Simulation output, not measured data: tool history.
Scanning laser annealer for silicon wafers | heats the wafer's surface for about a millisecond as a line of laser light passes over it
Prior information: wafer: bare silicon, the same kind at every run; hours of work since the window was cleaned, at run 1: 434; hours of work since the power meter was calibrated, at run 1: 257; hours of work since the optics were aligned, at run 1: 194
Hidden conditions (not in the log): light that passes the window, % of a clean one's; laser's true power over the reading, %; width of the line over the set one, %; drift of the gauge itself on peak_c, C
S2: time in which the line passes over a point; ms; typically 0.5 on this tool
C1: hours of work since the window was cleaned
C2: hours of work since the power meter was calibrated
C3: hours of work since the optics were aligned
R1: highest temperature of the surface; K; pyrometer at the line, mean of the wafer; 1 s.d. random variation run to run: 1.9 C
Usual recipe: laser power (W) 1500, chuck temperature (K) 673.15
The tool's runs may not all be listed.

Run 1, day 0: usual settings; C1 434; C2 257; C3 194. Result: R1 1433.15 K.
Run 2, day 1.625: usual settings but S2 0.506 ms; C1 455; C2 278; C3 215. Result: R1 1442.15 K.
Run 3, day 4.121: usual settings but S2 0.506 ms; C1 487; C2 310; C3 247. Result: R1 1437.15 K.
Run 4, day 5.479: usual settings but S2 0.428 ms; C1 504; C2 327; C3 264. Result: R1 1370.15 K.
Run 5, day 6.817: usual settings; C1 521; C2 344; C3 281. Result: R1 1433.15 K.
At day 8.562: window over the wafer cleaned.
Run 6, day 8.617: usual settings; C1 1; C2 366; C3 303. Result: R1 1468.15 K.
Run 7, day 9.875: usual settings; C1 17; C2 383; C3 320. Result: R1 1467.15 K.
Run 8, day 11.2: usual settings; C1 34; C2 400; C3 336. Result: R1 1463.15 K.
Run 9, day 12.558: usual settings; C1 51; C2 417; C3 354. Result: R1 1464.15 K.
Run 10, day 15.179: usual settings; C1 85; C2 451; C3 387. Result: R1 1461.15 K.
Run 11, day 17.579: usual settings; C1 115; C2 481; C3 418. Result: R1 1458.15 K.
Run 12, day 18.842: usual settings; C1 132; C2 497; C3 434. Result: R1 1453.15 K.
Run 13, day 20.979: usual settings; C1 159; C2 525; C3 462. Result: R1 1457.15 K.
Run 14, day 23.6: usual settings; C1 193; C2 558; C3 495. Result: R1 1451.15 K.
Run 15, day 25.833: usual settings but S2 0.356 ms, chuck temperature (K) 666.15; C1 221; C2 587; C3 524. Result: R1 1310.15 K.
Run 16, day 27.908: usual settings but S2 0.589 ms, chuck temperature (K) 647.15; C1 248; C2 614; C3 550. Result: R1 1491.15 K.
Run 17, day 29.175: usual settings but S2 0.389 ms; C1 264; C2 630; C3 567. Result: R1 1345.15 K.
Run 18, day 31.371: usual settings but S2 0.389 ms; C1 292; C2 658; C3 595. Result: R1 1343.15 K.
Run 19, day 32.55: usual settings but S2 0.524 ms, chuck temperature (K) 680.15; C1 307; C2 673; C3 610. Result: R1 1469.15 K.
Run 20, day 34.862: usual settings but S2 0.524 ms, chuck temperature (K) 680.15; C1 337; C2 703; C3 640. Result: R1 1467.15 K.
Run 21, day 36.342: usual settings but S2 0.526 ms, chuck temperature (K) 638.15; C1 356; C2 722; C3 658. Result: R1 1423.15 K.
Run 22, day 37.796: usual settings but S2 0.526 ms, chuck temperature (K) 638.15; C1 374; C2 740; C3 677. Result: R1 1423.15 K.
Run 23, day 39.242: usual settings but S2 0.594 ms; C1 393; C2 759; C3 696. Result: R1 1513.15 K.
Run 24, day 40.371: usual settings but laser power (W) 1379, S2 0.448 ms, chuck temperature (K) 691.15; C1 407; C2 773; C3 710. Result: R1 1348.15 K.
Run 25, day 41.692: usual settings but laser power (W) 1379, S2 0.448 ms, chuck temperature (K) 691.15; C1 424; C2 790; C3 727. Result: R1 1350.15 K.
Run 26, day 43.504: usual settings but S2 0.461 ms, chuck temperature (K) 641.15; C1 447; C2 813; C3 750. Result: R1 1365.15 K.

Consider 4 possible next runs. They are alternatives, not a sequence: every one starts from the tool as it was left by run 26. What does each give?
Run A, day 45.012: usual settings but laser power (W) 1467, chuck temperature (K) 654.15; C1 467; C2 833; C3 769. Result: R1 ?.
Run B, day 45.012: usual settings but laser power (W) 1531, S2 0.508 ms, chuck temperature (K) 662.15; C1 467; C2 833; C3 769. Result: R1 ?.
Run C, day 45.012: usual settings but S2 0.534 ms; C1 467; C2 833; C3 769. Result: R1 ?.
Run D, day 45.012: usual settings but S2 0.497 ms, chuck temperature (K) 683.15; C1 467; C2 833; C3 769. Result: R1 ?.

run       R1
  A  1392.15
  B  1440.15
  C  1456.15
  D  1439.15
What these runs would have given with no unlogged condition in the tool:
run       R1
  A  1435.15
  B  1486.15
  C  1501.15
  D  1483.15

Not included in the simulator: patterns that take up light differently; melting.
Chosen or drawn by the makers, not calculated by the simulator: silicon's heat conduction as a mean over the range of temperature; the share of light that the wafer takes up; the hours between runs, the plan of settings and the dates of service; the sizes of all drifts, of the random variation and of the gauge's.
